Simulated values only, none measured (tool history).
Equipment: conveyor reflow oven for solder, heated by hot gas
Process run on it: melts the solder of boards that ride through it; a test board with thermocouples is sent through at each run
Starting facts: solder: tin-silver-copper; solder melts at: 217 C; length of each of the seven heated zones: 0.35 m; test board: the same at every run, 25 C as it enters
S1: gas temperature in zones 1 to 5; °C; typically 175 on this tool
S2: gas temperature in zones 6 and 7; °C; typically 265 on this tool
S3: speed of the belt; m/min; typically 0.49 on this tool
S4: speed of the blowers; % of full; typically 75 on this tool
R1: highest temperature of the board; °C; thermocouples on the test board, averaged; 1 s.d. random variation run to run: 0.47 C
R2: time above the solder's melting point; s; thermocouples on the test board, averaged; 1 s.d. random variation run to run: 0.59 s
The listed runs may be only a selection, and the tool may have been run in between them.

run	hour	S1	S2	S3	S4	R1	R2
1	0	175	265	0.49	75	254.1	67.2
2	28.1	175	265	0.49	75	255.5	66.9
3	45.5	175	265	0.49	75	253.6	67.9
4	64.4	175	265	0.49	68	253.2	64.8
5	84	175	265	0.49	68	252.9	66.1
6	105.6	175	265	0.49	75	253.8	68
7	138.4	175	265	0.49	75	254.4	66.4
8	154.7	175	265	0.49	75	253.6	67
9	193.4	175	265	0.539	75	250.7	58.5
10	223.5	175	265	0.479	75	254.4	69.5
# hour 231.7: flux residue cleaned out of gas plates and filters
11	261.7	175	265	0.479	75	257.1	70.2
# hour 267.3: belt drive overhauled, speed set with a stopwatch
12	283.3	175	265	0.479	81	256.4	71.8
13	318	181	265	0.49	75	256.4	71.4
14	342.2	181	265	0.49	75	255.8	71.7
15	379	181	265	0.49	75	256.5	70.6
16	396.6	161	265	0.58	75	247.1	45.3

For run 17, what comes out?
17	432.5	175	269	0.49	75	?	?

R1: 258.3 °C
R2: 71.1 s
Were there no unlogged condition in the tool, this run, its random variation unchanged, would have produced R1 256.6 °C, R2 69.5 s.
